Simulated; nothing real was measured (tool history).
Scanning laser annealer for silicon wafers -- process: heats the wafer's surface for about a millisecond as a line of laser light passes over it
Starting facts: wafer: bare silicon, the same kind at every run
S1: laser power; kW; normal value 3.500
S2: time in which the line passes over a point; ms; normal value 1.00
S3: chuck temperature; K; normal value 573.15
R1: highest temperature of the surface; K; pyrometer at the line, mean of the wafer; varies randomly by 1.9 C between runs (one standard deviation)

run	day	S1	S2	S3	R1
1	0.000	3.500	1.00	573.15	1342.15
2	0.312	3.500	1.00	573.15	1340.15
3	0.650	3.500	1.00	573.15	1340.15
4	1.071	3.500	0.76	573.15	1233.15
5	1.292	3.500	1.00	573.15	1343.15
6	1.671	3.500	1.00	573.15	1343.15
7	1.883	3.500	0.82	573.15	1261.15
8	2.096	3.500	0.82	573.15	1259.15
9	2.379	3.500	0.82	573.15	1262.15
10	2.729	3.500	0.82	573.15	1259.15
11	3.025	3.500	0.73	573.15	1218.15
12	3.442	3.500	0.89	573.15	1289.15
13	3.846	3.500	0.89	573.15	1291.15
14	4.025	3.500	0.89	573.15	1291.15
15	4.288	3.500	0.89	573.15	1291.15
16	4.708	3.500	0.89	573.15	1291.15
17	4.929	3.500	0.89	573.15	1288.15
18	5.200	3.500	0.89	573.15	1292.15
# day 5.425: optics aligned, line set to its width
19	5.758	3.500	0.89	573.15	1287.15
20	6.133	3.500	0.89	573.15	1287.15
21	6.554	3.500	1.00	573.15	1333.15
22	6.867	3.302	0.93	573.15	1257.15
# day 7.421: optics aligned, line set to its width, once more
23	7.421	3.456	1.07	573.15	1354.15
24	7.621	3.274	0.77	592.15	1213.15
25	8.008	3.274	0.77	592.15	1209.15
26	8.350	3.500	1.00	541.15	1305.15
27	8.550	3.500	1.00	541.15	1308.15
28	8.858	3.500	1.00	541.15	1302.15
29	9.225	3.500	1.00	541.15	1303.15
30	9.617	3.105	0.73	541.15	1108.15
# day 9.954: window over the wafer cleaned
31	10.050	3.105	0.73	541.15	1142.15
32	10.425	3.105	0.77	541.15	1160.15
33	10.596	3.045	0.82	556.15	1185.15
34	10.971	3.045	0.82	556.15	1182.15
35	11.338	3.842	0.76	566.15	1339.15
36	11.717	3.735	1.00	559.15	1431.15
37	12.004	3.735	1.00	559.15	1432.15
38	12.346	3.735	1.00	559.15	1431.15
39	12.688	3.735	1.00	559.15	1429.15
40	12.950	3.735	1.00	559.15	1429.15
41	13.329	3.735	1.00	559.15	1429.15

Per-run results on a tool with no hidden state, each run keeping its own random variation:
Hidden conditions of the tool in this case: light that passes the window, % of a clean one's; laser's true power over the reading, %; width of the line over the set one, %; drift of the gauge itself on peak_c, C.
run	R1
1	1394.15
2	1392.15
3	1392.15
4	1279.15
5	1396.15
6	1396.15
7	1310.15
8	1307.15
9	1310.15
10	1308.15
11	1264.15
12	1341.15
13	1343.15
14	1344.15
15	1344.15
16	1344.15
17	1342.15
18	1346.15
19	1343.15
20	1344.15
21	1394.15
22	1313.15
23	1411.15
24	1259.15
25	1255.15
26	1362.15
27	1366.15
28	1360.15
29	1361.15
30	1151.15
31	1147.15
32	1165.15
33	1190.15
34	1188.15
35	1347.15
36	1440.15
37	1441.15
38	1440.15
39	1439.15
40	1440.15
41	1440.15

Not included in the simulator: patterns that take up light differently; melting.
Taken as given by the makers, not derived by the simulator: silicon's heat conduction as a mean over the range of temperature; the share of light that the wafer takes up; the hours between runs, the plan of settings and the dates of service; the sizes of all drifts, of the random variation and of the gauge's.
